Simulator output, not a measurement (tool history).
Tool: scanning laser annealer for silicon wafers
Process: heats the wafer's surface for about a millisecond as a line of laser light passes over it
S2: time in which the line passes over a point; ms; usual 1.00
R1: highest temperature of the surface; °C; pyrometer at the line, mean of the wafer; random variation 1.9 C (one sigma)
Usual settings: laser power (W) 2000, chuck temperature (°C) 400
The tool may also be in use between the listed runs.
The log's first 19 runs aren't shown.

At hour 163.4: optics aligned, line set to its width.
Run 20, hour 169.4: usual settings. Result: R1 1110 °C.
Run 21, hour 178.7: usual settings. Result: R1 1110 °C.
At hour 189.5: optics aligned, line set to its width, once more.
Run 22, hour 194.1: usual settings but laser power (W) 1717, S2 0.80 ms. Result: R1 936 °C.
Run 23, hour 202.7: usual settings but laser power (W) 1717, S2 0.80 ms. Result: R1 938 °C.
Run 24, hour 211.9: usual settings but laser power (W) 2047, chuck temperature (°C) 385. Result: R1 1143 °C.
Run 25, hour 217.1: usual settings but laser power (W) 2047, chuck temperature (°C) 385. Result: R1 1141 °C.
Run 26, hour 225.8: usual settings but laser power (W) 2047, chuck temperature (°C) 385. Result: R1 1142 °C.
Run 27, hour 232.2: usual settings but laser power (W) 2047, chuck temperature (°C) 385. Result: R1 1143 °C.
Run 28, hour 243.1: usual settings but laser power (W) 2047, chuck temperature (°C) 385. Result: R1 1138 °C.
Run 29, hour 248.0: usual settings but laser power (W) 2109, S2 0.78 ms, chuck temperature (°C) 401. Result: R1 1082 °C.
Run 30, hour 253.5: usual settings but laser power (W) 1735, S2 1.25 ms, chuck temperature (°C) 426. Result: R1 1125 °C.
Run 31, hour 259.3: usual settings but S2 0.84 ms, chuck temperature (°C) 438. Result: R1 1104 °C.
Run 32, hour 270.1: usual settings but S2 0.84 ms, chuck temperature (°C) 438. Result: R1 1102 °C.
Run 33, hour 278.8: usual settings but laser power (W) 2114, S2 0.84 ms, chuck temperature (°C) 371. Result: R1 1083 °C.
Run 34, hour 285.1: usual settings but laser power (W) 2114, S2 0.84 ms, chuck temperature (°C) 371. Result: R1 1084 °C.
Run 35, hour 294.5: usual settings but laser power (W) 2114, S2 0.84 ms, chuck temperature (°C) 371. Result: R1 1079 °C.
Run 36, hour 302.7: usual settings but laser power (W) 2011. Result: R1 1139 °C.
Run 37, hour 311.7: usual settings but laser power (W) 1746, S2 1.05 ms. Result: R1 1035 °C.
Run 38, hour 320.0: usual settings but laser power (W) 1832. Result: R1 1056 °C.
Run 39, hour 325.5: usual settings but chuck temperature (°C) 431. Result: R1 1160 °C.
Run 40, hour 330.7: usual settings but laser power (W) 2112, chuck temperature (°C) 420. Result: R1 1199 °C.
Run 41, hour 340.4: usual settings but laser power (W) 2112, chuck temperature (°C) 420. Result: R1 1203 °C.

Forecast each of these 3 alternatives for the next run:
Run A, hour 350.7: usual settings but laser power (W) 2112, S2 0.71 ms, chuck temperature (°C) 420. Result: R1 ?.
Run B, hour 350.7: usual settings but laser power (W) 2195, chuck temperature (°C) 368. Result: R1 ?.
Run C, hour 350.7: usual settings but laser power (W) 2112, S2 0.78 ms, chuck temperature (°C) 420. Result: R1 ?.

run    R1
  A  1067
  B  1185
  C  1101
Without the tool's hidden state the same runs would have given:
run    R1
  A  1095
  B  1221
  C  1131

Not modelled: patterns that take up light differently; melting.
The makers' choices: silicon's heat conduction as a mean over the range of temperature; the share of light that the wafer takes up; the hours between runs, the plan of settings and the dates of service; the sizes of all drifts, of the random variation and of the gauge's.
